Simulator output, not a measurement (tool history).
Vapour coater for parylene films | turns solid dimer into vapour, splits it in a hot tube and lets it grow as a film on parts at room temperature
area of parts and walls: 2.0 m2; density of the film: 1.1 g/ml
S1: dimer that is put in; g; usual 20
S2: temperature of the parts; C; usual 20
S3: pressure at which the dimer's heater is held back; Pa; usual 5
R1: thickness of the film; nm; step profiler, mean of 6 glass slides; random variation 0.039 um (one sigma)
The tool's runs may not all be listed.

run 1 hour=0 | S1=20 S2=20 S3=5 | R1=4750
run 2 hour=10.3 | S1=20 S2=20 S3=5 | R1=4730
run 3 hour=28.9 | S1=20 S2=20 S3=5 | R1=4720
run 4 hour=47.7 | S1=20 S2=20 S3=5 | R1=4610
run 5 hour=60.1 | S1=20 S2=20 S3=5 | R1=4720
run 6 hour=68 | S1=20 S2=20 S3=5 | R1=4610
run 7 hour=76.3 | S1=18 S2=20 S3=5 | R1=4200
run 8 hour=92 | S1=20 S2=17 S3=5 | R1=5100
run 9 hour=110.5 | S1=20 S2=20 S3=5 | R1=4740
run 10 hour=119 | S1=8 S2=20 S3=5 | R1=1880
run 11 hour=130.9 | S1=32 S2=20 S3=2.57 | R1=7710
run 12 hour=140.3 | S1=20 S2=12 S3=4.3 | R1=5670
run 13 hour=155 | S1=22 S2=30 S3=3.6 | R1=4060
run 14 hour=172.5 | S1=22 S2=30 S3=3.6 | R1=4080
run 15 hour=184.3 | S1=13 S2=18 S3=2.06 | R1=3290
run 16 hour=194.9 | S1=17 S2=20 S3=5 | R1=3960
run 17 hour=206.8 | S1=10 S2=29 S3=6.16 | R1=1860
run 18 hour=222.4 | S1=10 S2=19 S3=3.56 | R1=2390

Forecast each of these 4 alternatives for the next run:
run A hour=239.3 | S1=20 S2=26 S3=5 | R1=?
run B hour=239.3 | S1=14 S2=13 S3=5 | R1=?
run C hour=239.3 | S1=27 S2=27 S3=2.52 | R1=?
run D hour=239.3 | S1=20 S2=25 S3=5 | R1=?

run=A R1=3970
run=B R1=3790
run=C R1=5450
run=D R1=4060
Without the tool's hidden state the same runs would have given:
run=A R1=4270
run=B R1=4070
run=C R1=5860
run=D R1=4370

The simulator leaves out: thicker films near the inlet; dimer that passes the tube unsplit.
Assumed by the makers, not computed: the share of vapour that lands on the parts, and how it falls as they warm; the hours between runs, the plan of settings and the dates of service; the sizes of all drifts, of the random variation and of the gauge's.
